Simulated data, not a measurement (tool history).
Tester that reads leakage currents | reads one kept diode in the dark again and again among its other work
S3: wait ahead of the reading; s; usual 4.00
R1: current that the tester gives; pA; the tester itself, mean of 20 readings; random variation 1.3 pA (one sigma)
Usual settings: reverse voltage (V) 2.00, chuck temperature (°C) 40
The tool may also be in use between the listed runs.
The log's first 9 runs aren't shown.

{"hour": 1255.2, "done": "probe card cleaned and baked"}
{"run": 10, "hour": 1309.6, "reverse voltage (V)": 12.26, "chuck temperature (°C)": 40, "S3": 4.0, "R1": 803.61}
{"run": 11, "hour": 1452.4, "reverse voltage (V)": 12.26, "chuck temperature (°C)": 40, "S3": 4.0, "R1": 797.68}
{"run": 12, "hour": 1611.1, "reverse voltage (V)": 12.26, "chuck temperature (°C)": 40, "S3": 4.0, "R1": 783.56}
{"run": 13, "hour": 1785.4, "reverse voltage (V)": 2.0, "chuck temperature (°C)": 40, "S3": 4.0, "R1": 413.49}
{"run": 14, "hour": 1959.3, "reverse voltage (V)": 17.19, "chuck temperature (°C)": 40, "S3": 4.0, "R1": 855.8}
{"run": 15, "hour": 2122.4, "reverse voltage (V)": 2.0, "chuck temperature (°C)": 53, "S3": 4.0, "R1": 1130.45}
{"run": 16, "hour": 2222.5, "reverse voltage (V)": 2.0, "chuck temperature (°C)": 53, "S3": 4.0, "R1": 1127.08}
{"run": 17, "hour": 2408.2, "reverse voltage (V)": 2.0, "chuck temperature (°C)": 40, "S3": 4.0, "R1": 395.68}
{"run": 18, "hour": 2541.7, "reverse voltage (V)": 1.03, "chuck temperature (°C)": 40, "S3": 4.0, "R1": 309.99}
{"run": 19, "hour": 2624.8, "reverse voltage (V)": 1.03, "chuck temperature (°C)": 40, "S3": 4.0, "R1": 308.02}
{"run": 20, "hour": 2724.8, "reverse voltage (V)": 2.68, "chuck temperature (°C)": 40, "S3": 4.0, "R1": 425.84}
{"run": 21, "hour": 2872.1, "reverse voltage (V)": 2.68, "chuck temperature (°C)": 40, "S3": 4.0, "R1": 421.92}
{"run": 22, "hour": 2956.6, "reverse voltage (V)": 1.85, "chuck temperature (°C)": 40, "S3": 4.0, "R1": 368.71}
{"run": 23, "hour": 3087.3, "reverse voltage (V)": 9.91, "chuck temperature (°C)": 24, "S3": 2.84, "R1": 162.03}
{"run": 24, "hour": 3252.5, "reverse voltage (V)": 9.91, "chuck temperature (°C)": 24, "S3": 2.84, "R1": 162.01}
{"run": 25, "hour": 3360.8, "reverse voltage (V)": 9.91, "chuck temperature (°C)": 24, "S3": 2.84, "R1": 159.19}
{"run": 26, "hour": 3447.4, "reverse voltage (V)": 12.22, "chuck temperature (°C)": 30, "S3": 0.73, "R1": 294.88}
{"run": 27, "hour": 3582.8, "reverse voltage (V)": 12.22, "chuck temperature (°C)": 30, "S3": 0.73, "R1": 292.23}
{"hour": 3660.0, "done": "chuck's temperature calibrated"}
{"run": 28, "hour": 3759.1, "reverse voltage (V)": 12.22, "chuck temperature (°C)": 30, "S3": 0.73, "R1": 352.09}

Forecast run 29:
{"run": 29, "hour": 3875.4, "reverse voltage (V)": 2.0, "chuck temperature (°C)": 33, "S3": 4.0, "R1": "?"}

R1: 235.31 pA
Without the tool's hidden state the same run would have given R1 237.55 pA.
